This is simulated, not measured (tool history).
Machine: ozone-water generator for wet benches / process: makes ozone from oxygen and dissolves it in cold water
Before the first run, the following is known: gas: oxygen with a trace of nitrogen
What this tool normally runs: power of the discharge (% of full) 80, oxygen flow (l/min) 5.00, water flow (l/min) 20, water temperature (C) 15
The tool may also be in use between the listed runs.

| run | hour | power of the discharge (% of full) | oxygen flow (l/min) | water flow (l/min) | water temperature (C) | dissolved ozone (ppm) | ozone in the gas ahead of the water (g/m3) |
|---|---|---|---|---|---|---|---|
| 1 | 0.0 | 80 | 5.00 | 20 | 15 | 20.8 | 167.2 |
| 2 | 55.8 | 80 | 5.00 | 20 | 15 | 20.8 | 168.1 |
| 3 | 104.5 | 80 | 5.00 | 20 | 15 | 20.8 | 168.9 |
| 4 | 137.6 | 68 | 5.00 | 20 | 15 | 19.1 | 152.6 |
| 5 | 190.9 | 68 | 5.00 | 20 | 15 | 19.4 | 153.9 |
| 6 | 231.3 | 80 | 5.00 | 30 | 15 | 14.4 | 168.5 |
| 7 | 275.2 | 80 | 5.00 | 30 | 15 | 14.1 | 169.1 |
| 8 | 306.6 | 80 | 5.00 | 20 | 15 | 20.8 | 169.2 |
| 9 | 348.9 | 80 | 5.00 | 20 | 15 | 20.8 | 168.2 |
| 10 | 389.8 | 80 | 5.00 | 20 | 9 | 22.3 | 167.4 |
| 11 | 418.4 | 80 | 5.00 | 20 | 9 | 22.4 | 166.3 |
| 12 | 466.9 | 80 | 3.56 | 20 | 9 | 20.3 | 191.3 |
| 13 | 508.3 | 95 | 5.00 | 20 | 15 | 22.4 | 180.7 |
|  | 512.5 | water thermometer calibrated |
| 14 | 536.7 | 95 | 5.00 | 14 | 15 | 29.0 | 182.7 |
| 15 | 589.6 | 43 | 5.00 | 16 | 12 | 18.6 | 120.2 |
|  | 624.8 | water thermometer calibrated, once more |
| 16 | 630.5 | 73 | 5.00 | 32 | 12 | 13.1 | 158.1 |
| 17 | 673.7 | 73 | 5.00 | 32 | 17 | 12.2 | 159.9 |
| 18 | 720.8 | 73 | 5.00 | 32 | 17 | 12.3 | 159.8 |
| 19 | 743.6 | 52 | 3.15 | 20 | 10 | 15.4 | 159.3 |
| 20 | 792.2 | 80 | 3.25 | 20 | 9 | 19.6 | 198.5 |
| 21 | 823.2 | 80 | 4.42 | 22 | 20 | 17.5 | 175.9 |
| 22 | 863.9 | 80 | 5.00 | 31 | 20 | 13.0 | 166.8 |
| 23 | 892.3 | 80 | 8.73 | 20 | 15 | 22.0 | 132.7 |
| 24 | 916.7 | 80 | 2.85 | 23 | 15 | 15.7 | 209.1 |
| 25 | 945.0 | 80 | 5.61 | 13 | 15 | 28.6 | 159.8 |
| 26 | 981.2 | 78 | 3.71 | 15 | 15 | 24.2 | 187.0 |
| 27 | 1028.1 | 75 | 5.00 | 28 | 12 | 15.1 | 160.6 |

What if the next run were any one of these 5? Each begins from the tool's condition after run 27:
| A | 1062.6 | 59 | 3.81 | 20 | 9 | ? | ? |
| B | 1062.6 | 80 | 7.66 | 20 | 14 | ? | ? |
| C | 1062.6 | 67 | 5.00 | 24 | 20 | ? | ? |
| D | 1062.6 | 75 | 5.00 | 20 | 20 | ? | ? |
| E | 1062.6 | 97 | 4.70 | 18 | 15 | ? | ? |

| run | dissolved ozone (ppm) | ozone in the gas ahead of the water (g/m3) |
|---|---|---|
| A | 17.4 | 156.1 |
| B | 22.1 | 140.5 |
| C | 14.9 | 151.8 |
| D | 18.6 | 160.2 |
| E | 24.9 | 188.8 |
With the hidden condition removed and each run's random variation left untouched, the same runs would have given:
| run | dissolved ozone (ppm) | ozone in the gas ahead of the water (g/m3) |
|---|---|---|
| A | 18.4 | 161.3 |
| B | 23.4 | 146.0 |
| C | 15.8 | 157.2 |
| D | 19.7 | 166.2 |
| E | 26.4 | 197.0 |
